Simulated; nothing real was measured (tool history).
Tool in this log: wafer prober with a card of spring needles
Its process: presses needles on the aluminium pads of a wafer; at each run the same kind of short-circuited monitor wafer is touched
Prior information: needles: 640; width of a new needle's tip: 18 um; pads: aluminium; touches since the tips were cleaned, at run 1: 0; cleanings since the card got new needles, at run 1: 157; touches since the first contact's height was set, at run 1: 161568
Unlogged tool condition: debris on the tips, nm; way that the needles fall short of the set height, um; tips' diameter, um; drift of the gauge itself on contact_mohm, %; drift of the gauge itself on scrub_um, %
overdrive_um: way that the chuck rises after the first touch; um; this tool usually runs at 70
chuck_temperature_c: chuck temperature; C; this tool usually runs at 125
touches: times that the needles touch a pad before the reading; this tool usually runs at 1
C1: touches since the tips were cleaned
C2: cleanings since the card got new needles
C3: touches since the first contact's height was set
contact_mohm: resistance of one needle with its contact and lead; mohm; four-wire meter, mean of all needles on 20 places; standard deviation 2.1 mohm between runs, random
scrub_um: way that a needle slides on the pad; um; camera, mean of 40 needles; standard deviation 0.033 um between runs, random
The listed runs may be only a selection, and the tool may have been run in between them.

{"run": 1, "hour": 0.0, "overdrive_um": 70, "chuck_temperature_c": 125, "touches": 1, "C1": 0, "C2": 157, "C3": 161568, "contact_mohm": 236, "scrub_um": 13.3}
{"hour": 18.6, "done": "tips cleaned on abrasive film"}
{"hour": 37.4, "done": "tips cleaned on abrasive film"}
{"hour": 55.9, "done": "tips cleaned on abrasive film"}
{"hour": 71.0, "done": "tips cleaned on abrasive film"}
{"run": 2, "hour": 84.2, "overdrive_um": 70, "chuck_temperature_c": 125, "touches": 2, "C1": 4858, "C2": 161, "C3": 192427, "contact_mohm": 236, "scrub_um": 13.3}
{"hour": 88.0, "done": "tips cleaned on abrasive film"}
{"hour": 106.4, "done": "tips cleaned on abrasive film"}
{"hour": 125.1, "done": "tips cleaned on abrasive film"}
{"hour": 143.8, "done": "tips cleaned on abrasive film"}
{"hour": 147.6, "done": "height of the first contact set anew"}
{"run": 3, "hour": 147.9, "overdrive_um": 70, "chuck_temperature_c": 125, "touches": 1, "C1": 1373, "C2": 165, "C3": 94, "contact_mohm": 236, "scrub_um": 13.21}
{"hour": 159.2, "done": "tips cleaned on abrasive film"}
{"hour": 177.7, "done": "tips cleaned on abrasive film"}
{"run": 4, "hour": 183.1, "overdrive_um": 70, "chuck_temperature_c": 125, "touches": 1, "C1": 1964, "C2": 167, "C3": 12980, "contact_mohm": 237, "scrub_um": 13.22}
{"hour": 194.4, "done": "tips cleaned on abrasive film"}
{"hour": 212.8, "done": "tips cleaned on abrasive film"}
{"hour": 231.3, "done": "tips cleaned on abrasive film"}
{"run": 5, "hour": 236.0, "overdrive_um": 70, "chuck_temperature_c": 125, "touches": 2, "C1": 1736, "C2": 170, "C3": 32368, "contact_mohm": 240, "scrub_um": 13.27}
{"hour": 247.3, "done": "tips cleaned on abrasive film"}
{"hour": 262.3, "done": "tips cleaned on abrasive film"}
{"hour": 281.1, "done": "tips cleaned on abrasive film"}
{"hour": 299.7, "done": "tips cleaned on abrasive film"}
{"run": 6, "hour": 311.2, "overdrive_um": 70, "chuck_temperature_c": 125, "touches": 2, "C1": 4238, "C2": 174, "C3": 59936, "contact_mohm": 234, "scrub_um": 13.21}
{"hour": 315.0, "done": "tips cleaned on abrasive film"}
{"hour": 333.8, "done": "tips cleaned on abrasive film"}
{"hour": 352.6, "done": "tips cleaned on abrasive film"}
{"run": 7, "hour": 361.5, "overdrive_um": 70, "chuck_temperature_c": 125, "touches": 1, "C1": 3298, "C2": 177, "C3": 78366, "contact_mohm": 240, "scrub_um": 13.23}
{"hour": 369.1, "done": "tips cleaned on abrasive film"}
{"hour": 387.9, "done": "tips cleaned on abrasive film"}
{"hour": 406.3, "done": "tips cleaned on abrasive film"}
{"run": 8, "hour": 416.4, "overdrive_um": 70, "chuck_temperature_c": 125, "touches": 1, "C1": 3716, "C2": 180, "C3": 98458, "contact_mohm": 243, "scrub_um": 13.2}
{"hour": 424.0, "done": "tips cleaned on abrasive film"}
{"hour": 439.0, "done": "tips cleaned on abrasive film"}
{"hour": 457.8, "done": "tips cleaned on abrasive film"}
{"hour": 472.8, "done": "tips cleaned on abrasive film"}
{"run": 9, "hour": 484.2, "overdrive_um": 70, "chuck_temperature_c": 125, "touches": 1, "C1": 4182, "C2": 184, "C3": 123277, "contact_mohm": 240, "scrub_um": 13.18}
{"hour": 488.0, "done": "tips cleaned on abrasive film"}
{"hour": 506.4, "done": "tips cleaned on abrasive film"}
{"hour": 524.8, "done": "tips cleaned on abrasive film"}
{"run": 10, "hour": 531.8, "overdrive_um": 70, "chuck_temperature_c": 125, "touches": 1, "C1": 2560, "C2": 187, "C3": 140706, "contact_mohm": 239, "scrub_um": 13.16}
{"hour": 543.1, "done": "tips cleaned on abrasive film"}
{"hour": 561.6, "done": "tips cleaned on abrasive film"}
{"hour": 576.7, "done": "tips cleaned on abrasive film"}
{"hour": 595.1, "done": "tips cleaned on abrasive film"}
{"hour": 611.0, "done": "tips cleaned on abrasive film"}
{"run": 11, "hour": 611.0, "overdrive_um": 70, "chuck_temperature_c": 125, "touches": 1, "C1": 0, "C2": 192, "C3": 169709, "contact_mohm": 239, "scrub_um": 13.13}
{"hour": 629.8, "done": "tips cleaned on abrasive film"}
{"hour": 648.5, "done": "tips cleaned on abrasive film"}
{"hour": 663.6, "done": "tips cleaned on abrasive film"}
{"hour": 681.9, "done": "tips cleaned on abrasive film"}
{"run": 12, "hour": 683.6, "overdrive_um": 70, "chuck_temperature_c": 125, "touches": 1, "C1": 633, "C2": 196, "C3": 196315, "contact_mohm": 238, "scrub_um": 13.13}
{"hour": 691.1, "done": "gauge calibrated"}
{"hour": 698.7, "done": "tips cleaned on abrasive film"}
{"hour": 717.4, "done": "tips cleaned on abrasive film"}
{"hour": 736.1, "done": "tips cleaned on abrasive film"}
{"hour": 736.4, "done": "height of the first contact set anew"}
{"hour": 754.3, "done": "tips cleaned on abrasive film"}
{"run": 13, "hour": 754.3, "overdrive_um": 70, "chuck_temperature_c": 125, "touches": 1, "C1": 0, "C2": 200, "C3": 6536, "contact_mohm": 238, "scrub_um": 13.24}
{"hour": 773.0, "done": "tips cleaned on abrasive film"}
{"hour": 791.6, "done": "tips cleaned on abrasive film"}
{"run": 14, "hour": 806.2, "overdrive_um": 70, "chuck_temperature_c": 125, "touches": 1, "C1": 5390, "C2": 202, "C3": 25592, "contact_mohm": 238, "scrub_um": 13.33}
{"hour": 810.0, "done": "tips cleaned on abrasive film"}
{"hour": 825.1, "done": "tips cleaned on abrasive film"}
{"hour": 843.8, "done": "tips cleaned on abrasive film"}
{"run": 15, "hour": 845.6, "overdrive_um": 67, "chuck_temperature_c": 89, "touches": 2, "C1": 655, "C2": 205, "C3": 40005, "contact_mohm": 230, "scrub_um": 12.66}
{"hour": 860.7, "done": "tips cleaned on abrasive film"}
{"hour": 879.4, "done": "tips cleaned on abrasive film"}
{"run": 16, "hour": 882.3, "overdrive_um": 67, "chuck_temperature_c": 89, "touches": 2, "C1": 1074, "C2": 207, "C3": 53460, "contact_mohm": 231, "scrub_um": 12.67}
{"hour": 897.4, "done": "tips cleaned on abrasive film"}
{"hour": 916.2, "done": "tips cleaned on abrasive film"}
{"hour": 934.9, "done": "tips cleaned on abrasive film"}
{"run": 17, "hour": 948.5, "overdrive_um": 54, "chuck_temperature_c": 32, "touches": 1, "C1": 5004, "C2": 210, "C3": 77725, "contact_mohm": 219, "scrub_um": 10.22}
{"hour": 952.3, "done": "tips cleaned on abrasive film"}
{"hour": 971.0, "done": "tips cleaned on abrasive film"}
{"hour": 989.8, "done": "tips cleaned on abrasive film"}
{"run": 18, "hour": 990.5, "overdrive_um": 54, "chuck_temperature_c": 32, "touches": 1, "C1": 262, "C2": 213, "C3": 93086, "contact_mohm": 219, "scrub_um": 10.21}
{"hour": 1005.5, "done": "tips cleaned on abrasive film"}
{"hour": 1024.2, "done": "tips cleaned on abrasive film"}
{"hour": 1042.9, "done": "tips cleaned on abrasive film"}
{"hour": 1060.8, "done": "tips cleaned on abrasive film"}
{"run": 19, "hour": 1060.8, "overdrive_um": 54, "chuck_temperature_c": 32, "touches": 1, "C1": 0, "C2": 217, "C3": 118852, "contact_mohm": 219, "scrub_um": 10.19}
{"hour": 1079.5, "done": "tips cleaned on abrasive film"}
{"hour": 1098.1, "done": "tips cleaned on abrasive film"}
{"run": 20, "hour": 1098.9, "overdrive_um": 51, "chuck_temperature_c": 98, "touches": 3, "C1": 288, "C2": 219, "C3": 132780, "contact_mohm": 244, "scrub_um": 9.57}
{"hour": 1113.9, "done": "tips cleaned on abrasive film"}
{"hour": 1128.9, "done": "tips cleaned on abrasive film"}
{"hour": 1147.7, "done": "tips cleaned on abrasive film"}
{"run": 21, "hour": 1150.7, "overdrive_um": 51, "chuck_temperature_c": 38, "touches": 2, "C1": 1094, "C2": 222, "C3": 151756, "contact_mohm": 226, "scrub_um": 9.6}
{"hour": 1165.6, "done": "tips cleaned on abrasive film"}
{"hour": 1180.6, "done": "tips cleaned on abrasive film"}
{"run": 22, "hour": 1189.6, "overdrive_um": 51, "chuck_temperature_c": 38, "touches": 2, "C1": 3322, "C2": 224, "C3": 166039, "contact_mohm": 217, "scrub_um": 9.59}
{"hour": 1197.2, "done": "tips cleaned on abrasive film"}
{"hour": 1216.0, "done": "tips cleaned on abrasive film"}
{"hour": 1234.5, "done": "tips cleaned on abrasive film"}
{"hour": 1253.3, "done": "tips cleaned on abrasive film"}
{"run": 23, "hour": 1268.0, "overdrive_um": 51, "chuck_temperature_c": 38, "touches": 2, "C1": 5411, "C2": 228, "C3": 194748, "contact_mohm": 222, "scrub_um": 9.54}
{"hour": 1271.8, "done": "tips cleaned on abrasive film"}
{"hour": 1290.6, "done": "tips cleaned on abrasive film"}
{"run": 24, "hour": 1305.4, "overdrive_um": 51, "chuck_temperature_c": 38, "touches": 2, "C1": 5476, "C2": 230, "C3": 208479, "contact_mohm": 222, "scrub_um": 9.62}
{"hour": 1309.3, "done": "tips cleaned on abrasive film"}
{"hour": 1324.5, "done": "height of the first contact set anew"}
{"hour": 1328.0, "done": "tips cleaned on abrasive film"}
{"hour": 1346.8, "done": "tips cleaned on abrasive film"}
{"run": 25, "hour": 1353.4, "overdrive_um": 70, "chuck_temperature_c": 27, "touches": 1, "C1": 2424, "C2": 233, "C3": 10565, "contact_mohm": 215, "scrub_um": 13.08}
{"hour": 1364.7, "done": "tips cleaned on abrasive film"}
{"hour": 1383.4, "done": "tips cleaned on abrasive film"}
{"hour": 1402.2, "done": "tips cleaned on abrasive film"}
{"hour": 1421.0, "done": "tips cleaned on abrasive film"}
{"run": 26, "hour": 1425.5, "overdrive_um": 88, "chuck_temperature_c": 63, "touches": 1, "C1": 1673, "C2": 237, "C3": 36995, "contact_mohm": 220, "scrub_um": 16.45}
{"hour": 1436.8, "done": "tips cleaned on abrasive film"}
{"hour": 1455.6, "done": "tips cleaned on abrasive film"}
{"run": 27, "hour": 1465.6, "overdrive_um": 67, "chuck_temperature_c": 25, "touches": 1, "C1": 3676, "C2": 239, "C3": 51678, "contact_mohm": 213, "scrub_um": 12.53}
{"hour": 1473.2, "done": "tips cleaned on abrasive film"}
{"hour": 1491.9, "done": "tips cleaned on abrasive film"}
{"hour": 1510.7, "done": "tips cleaned on abrasive film"}
{"hour": 1529.5, "done": "tips cleaned on abrasive film"}
{"run": 28, "hour": 1540.7, "overdrive_um": 67, "chuck_temperature_c": 25, "touches": 1, "C1": 4143, "C2": 243, "C3": 79210, "contact_mohm": 213, "scrub_um": 12.55}

3 ways to go on from here, each from the tool as it stands after run 28. What would each give?
{"hour": 1548.2, "done": "tips cleaned on abrasive film"}
{"hour": 1567.0, "done": "tips cleaned on abrasive film"}
{"run": "A", "hour": 1578.9, "overdrive_um": 67, "chuck_temperature_c": 25, "touches": 1, "C1": 4374, "C2": 245, "C3": 93187, "contact_mohm": "?", "scrub_um": "?"}
{"hour": 1548.2, "done": "tips cleaned on abrasive film"}
{"hour": 1567.0, "done": "tips cleaned on abrasive film"}
{"run": "B", "hour": 1578.9, "overdrive_um": 55, "chuck_temperature_c": 99, "touches": 1, "C1": 4374, "C2": 245, "C3": 93187, "contact_mohm": "?", "scrub_um": "?"}
{"hour": 1548.2, "done": "tips cleaned on abrasive film"}
{"hour": 1567.0, "done": "tips cleaned on abrasive film"}
{"run": "C", "hour": 1578.9, "overdrive_um": 82, "chuck_temperature_c": 44, "touches": 2, "C1": 4374, "C2": 245, "C3": 93187, "contact_mohm": "?", "scrub_um": "?"}

run=A contact_mohm=214 scrub_um=12.51
run=B contact_mohm=239 scrub_um=10.3
run=C contact_mohm=215 scrub_um=15.27
What these runs would have given with no unlogged condition in the tool:
run=A contact_mohm=213 scrub_um=12.71
run=B contact_mohm=238 scrub_um=10.46
run=C contact_mohm=215 scrub_um=15.52

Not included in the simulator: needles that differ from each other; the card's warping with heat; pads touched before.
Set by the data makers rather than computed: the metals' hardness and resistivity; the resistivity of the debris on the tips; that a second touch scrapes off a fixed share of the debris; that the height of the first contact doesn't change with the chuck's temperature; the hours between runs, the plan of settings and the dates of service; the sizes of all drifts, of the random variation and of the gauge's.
